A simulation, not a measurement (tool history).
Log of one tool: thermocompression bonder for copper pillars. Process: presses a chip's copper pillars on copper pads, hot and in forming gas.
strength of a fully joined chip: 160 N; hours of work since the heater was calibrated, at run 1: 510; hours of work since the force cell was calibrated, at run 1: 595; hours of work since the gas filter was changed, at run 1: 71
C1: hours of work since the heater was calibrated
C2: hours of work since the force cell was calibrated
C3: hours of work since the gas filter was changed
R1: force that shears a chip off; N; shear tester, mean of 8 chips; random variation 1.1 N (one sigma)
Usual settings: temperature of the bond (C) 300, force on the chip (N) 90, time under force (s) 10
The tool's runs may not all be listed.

{"run": 1, "day": 0.0, "temperature of the bond (C)": 300, "force on the chip (N)": 90, "time under force (s)": 10, "C1": 510, "C2": 595, "C3": 71, "R1": 93.1}
{"run": 2, "day": 2.804, "temperature of the bond (C)": 300, "force on the chip (N)": 106, "time under force (s)": 10, "C1": 545, "C2": 630, "C3": 106, "R1": 99.9}
{"day": 5.254, "done": "forming gas filter changed"}
{"run": 3, "day": 5.471, "temperature of the bond (C)": 300, "force on the chip (N)": 90, "time under force (s)": 25, "C1": 578, "C2": 663, "C3": 3, "R1": 125.3}
{"run": 4, "day": 7.429, "temperature of the bond (C)": 300, "force on the chip (N)": 90, "time under force (s)": 25, "C1": 603, "C2": 688, "C3": 27, "R1": 122.5}
{"run": 5, "day": 8.858, "temperature of the bond (C)": 300, "force on the chip (N)": 90, "time under force (s)": 25, "C1": 621, "C2": 706, "C3": 45, "R1": 123.0}
{"run": 6, "day": 10.471, "temperature of the bond (C)": 300, "force on the chip (N)": 90, "time under force (s)": 25, "C1": 641, "C2": 726, "C3": 65, "R1": 118.3}
{"run": 7, "day": 11.708, "temperature of the bond (C)": 300, "force on the chip (N)": 90, "time under force (s)": 25, "C1": 656, "C2": 741, "C3": 81, "R1": 118.0}
{"run": 8, "day": 14.421, "temperature of the bond (C)": 300, "force on the chip (N)": 90, "time under force (s)": 25, "C1": 691, "C2": 775, "C3": 115, "R1": 117.5}
{"day": 16.125, "done": "forming gas filter changed"}
{"run": 9, "day": 17.246, "temperature of the bond (C)": 300, "force on the chip (N)": 90, "time under force (s)": 25, "C1": 726, "C2": 811, "C3": 14, "R1": 124.9}
{"day": 18.862, "done": "heater calibrated with a thermocouple chip"}
{"run": 10, "day": 19.992, "temperature of the bond (C)": 300, "force on the chip (N)": 90, "time under force (s)": 25, "C1": 14, "C2": 844, "C3": 47, "R1": 115.1}
{"run": 11, "day": 22.429, "temperature of the bond (C)": 273, "force on the chip (N)": 99, "time under force (s)": 13, "C1": 45, "C2": 875, "C3": 78, "R1": 81.0}
{"run": 12, "day": 24.521, "temperature of the bond (C)": 273, "force on the chip (N)": 99, "time under force (s)": 13, "C1": 71, "C2": 901, "C3": 104, "R1": 80.1}
{"run": 13, "day": 26.954, "temperature of the bond (C)": 285, "force on the chip (N)": 91, "time under force (s)": 13, "C1": 102, "C2": 931, "C3": 135, "R1": 79.7}
{"day": 27.158, "done": "forming gas filter changed"}
{"run": 14, "day": 29.912, "temperature of the bond (C)": 300, "force on the chip (N)": 66, "time under force (s)": 7, "C1": 139, "C2": 968, "C3": 35, "R1": 61.3}
{"run": 15, "day": 31.612, "temperature of the bond (C)": 301, "force on the chip (N)": 66, "time under force (s)": 7, "C1": 160, "C2": 990, "C3": 56, "R1": 61.3}
{"run": 16, "day": 33.021, "temperature of the bond (C)": 301, "force on the chip (N)": 66, "time under force (s)": 7, "C1": 178, "C2": 1007, "C3": 74, "R1": 60.0}
{"run": 17, "day": 34.954, "temperature of the bond (C)": 300, "force on the chip (N)": 90, "time under force (s)": 23, "C1": 202, "C2": 1032, "C3": 98, "R1": 109.9}

5 ways to go on from here, each from the tool as it stands after run 17. What would each give?
{"run": "A", "day": 36.354, "temperature of the bond (C)": 300, "force on the chip (N)": 90, "time under force (s)": 21, "C1": 219, "C2": 1049, "C3": 115, "R1": "?"}
{"run": "B", "day": 36.354, "temperature of the bond (C)": 299, "force on the chip (N)": 90, "time under force (s)": 13, "C1": 219, "C2": 1049, "C3": 115, "R1": "?"}
{"run": "C", "day": 36.354, "temperature of the bond (C)": 300, "force on the chip (N)": 90, "time under force (s)": 11, "C1": 219, "C2": 1049, "C3": 115, "R1": "?"}
{"run": "D", "day": 36.354, "temperature of the bond (C)": 300, "force on the chip (N)": 71, "time under force (s)": 10, "C1": 219, "C2": 1049, "C3": 115, "R1": "?"}
{"run": "E", "day": 36.354, "temperature of the bond (C)": 319, "force on the chip (N)": 90, "time under force (s)": 14, "C1": 219, "C2": 1049, "C3": 115, "R1": "?"}

run=A R1=106.4
run=B R1=92.2
run=C R1=88.4
run=D R1=70.7
run=E R1=107.4
Without the tool's hidden state the same runs would have given:
run=A R1=115.1
run=B R1=99.8
run=C R1=95.6
run=D R1=76.6
run=E R1=116.3
